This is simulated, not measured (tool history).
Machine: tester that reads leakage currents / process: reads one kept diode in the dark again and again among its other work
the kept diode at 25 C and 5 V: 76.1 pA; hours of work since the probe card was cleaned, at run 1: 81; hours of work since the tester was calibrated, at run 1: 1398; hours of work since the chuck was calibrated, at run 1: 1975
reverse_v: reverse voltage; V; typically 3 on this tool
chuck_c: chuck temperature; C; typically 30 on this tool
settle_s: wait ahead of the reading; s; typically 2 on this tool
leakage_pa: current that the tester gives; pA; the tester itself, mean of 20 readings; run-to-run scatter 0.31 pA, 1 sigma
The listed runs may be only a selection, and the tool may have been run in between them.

run	hour	reverse_v	chuck_c	settle_s	hours of work since the probe card was cleaned	hours of work since the tester was calibrated	hours of work since the chuck was calibrated	leakage_pa
1	0	3	30	2	81	1398	1975	94.51
2	26.4	3	30	2	99	1416	1993	94.51
3	57.2	3	30	2	119	1436	2013	94.09
4	79.8	3	43	2	135	1451	2028	291.03
5	106.4	1.6	30	2	152	1469	2046	77.86
6	133.4	1.6	44	2	170	1487	2064	259.89
7	158.6	1.6	44	2	187	1504	2081	261.11
8	191.5	1.6	44	2	209	1526	2103	259.71
9	223	3	22	2	230	1547	2124	44.94
10	246.8	12.29	22	2	246	1563	2140	71.61
11	300.3	12.29	22	2	282	1598	2175	72.16
12	348.6	12.29	22	2	314	1631	2208	71.96
13	384.5	8.27	54	2	338	1655	2232	965.97
14	434.7	8.27	54	2	371	1688	2265	959.82
15	485.2	8.27	54	2	405	1722	2299	962.59
16	525.6	1.02	31	2	432	1749	2326	73.36
# hour 568.1: chuck's temperature calibrated
17	568.1	1.68	21	0.66	459	1776	0	38.3
18	609.6	2.22	22	6.62	487	1803	28	45.91
19	635.6	3	30	1.12	504	1821	45	105.12
20	665.4	2.12	30	1.12	524	1841	65	93.95
21	701	3	30	1.28	548	1864	89	104.14
22	748.9	1.71	26	1.59	580	1896	121	61.16
23	792.9	3.45	44	1.22	609	1926	150	361.94

Each row is a separate what-if for the run after 23, all from the same tool condition, not one after another. Results?
A	836.3	9.42	30	2	638	1955	179	?
B	836.3	19.03	28	1.22	638	1955	179	?
C	836.3	4.31	20	2	638	1955	179	?

run	leakage_pa
A	151.28
B	163.19
C	47.55
Without the tool's unlogged condition, the same runs would have read:
run	leakage_pa
A	147.14
B	154.81
C	45.71
